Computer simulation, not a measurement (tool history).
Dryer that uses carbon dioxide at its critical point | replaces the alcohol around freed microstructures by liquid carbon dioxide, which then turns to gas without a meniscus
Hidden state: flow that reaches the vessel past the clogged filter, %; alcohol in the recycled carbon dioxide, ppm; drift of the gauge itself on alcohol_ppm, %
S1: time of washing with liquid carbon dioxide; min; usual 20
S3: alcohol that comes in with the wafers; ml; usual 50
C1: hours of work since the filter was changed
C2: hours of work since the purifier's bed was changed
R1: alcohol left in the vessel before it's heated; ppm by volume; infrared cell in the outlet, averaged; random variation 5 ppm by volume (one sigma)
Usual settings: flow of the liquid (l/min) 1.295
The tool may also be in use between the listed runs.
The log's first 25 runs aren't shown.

{"run": 26, "hour": 175.6, "S1": 20, "flow of the liquid (l/min)": 0.9, "S3": 37, "C1": 336, "C2": 273, "R1": 200}
{"run": 27, "hour": 184.2, "S1": 29, "flow of the liquid (l/min)": 0.9, "S3": 48, "C1": 342, "C2": 278, "R1": 60}
{"run": 28, "hour": 193.5, "S1": 12, "flow of the liquid (l/min)": 0.95, "S3": 60, "C1": 348, "C2": 284, "R1": 1227}
{"run": 29, "hour": 202.0, "S1": 20, "flow of the liquid (l/min)": 0.99, "S3": 45, "C1": 353, "C2": 290, "R1": 169}
{"run": 30, "hour": 207.0, "S1": 20, "flow of the liquid (l/min)": 0.99, "S3": 45, "C1": 356, "C2": 293, "R1": 178}
{"run": 31, "hour": 216.1, "S1": 20, "flow of the liquid (l/min)": 0.99, "S3": 45, "C1": 362, "C2": 298, "R1": 172}
{"run": 32, "hour": 220.5, "S1": 15, "flow of the liquid (l/min)": 1.07, "S3": 50, "C1": 365, "C2": 301, "R1": 381}
{"run": 33, "hour": 229.9, "S1": 20, "flow of the liquid (l/min)": 1.32, "S3": 50, "C1": 371, "C2": 307, "R1": 71}
{"run": 34, "hour": 238.7, "S1": 26, "flow of the liquid (l/min)": 1.32, "S3": 50, "C1": 376, "C2": 313, "R1": 38}
{"run": 35, "hour": 245.5, "S1": 20, "flow of the liquid (l/min)": 1.32, "S3": 50, "C1": 380, "C2": 317, "R1": 76}
{"run": 36, "hour": 253.6, "S1": 26, "flow of the liquid (l/min)": 1.32, "S3": 101, "C1": 386, "C2": 322, "R1": 51}
{"run": 37, "hour": 259.4, "S1": 20, "flow of the liquid (l/min)": 0.81, "S3": 27, "C1": 389, "C2": 326, "R1": 246}
{"run": 38, "hour": 265.2, "S1": 27, "flow of the liquid (l/min)": 0.99, "S3": 34, "C1": 393, "C2": 329, "R1": 63}

Forecast each of these 5 alternatives for the next run:
{"run": "A", "hour": 269.2, "S1": 32, "flow of the liquid (l/min)": 1.33, "S3": 50, "C1": 395, "C2": 332, "R1": "?"}
{"run": "B", "hour": 269.2, "S1": 16, "flow of the liquid (l/min)": 1.43, "S3": 34, "C1": 395, "C2": 332, "R1": "?"}
{"run": "C", "hour": 269.2, "S1": 17, "flow of the liquid (l/min)": 1.38, "S3": 25, "C1": 395, "C2": 332, "R1": "?"}
{"run": "D", "hour": 269.2, "S1": 23, "flow of the liquid (l/min)": 0.82, "S3": 46, "C1": 395, "C2": 332, "R1": "?"}
{"run": "E", "hour": 269.2, "S1": 16, "flow of the liquid (l/min)": 0.99, "S3": 34, "C1": 395, "C2": 332, "R1": "?"}

run=A R1=35
run=B R1=86
run=C R1=74
run=D R1=230
run=E R1=309
Without the tool's hidden state the same runs would have given:
run=A R1=5
run=B R1=37
run=C R1=31
run=D R1=141
run=E R1=206
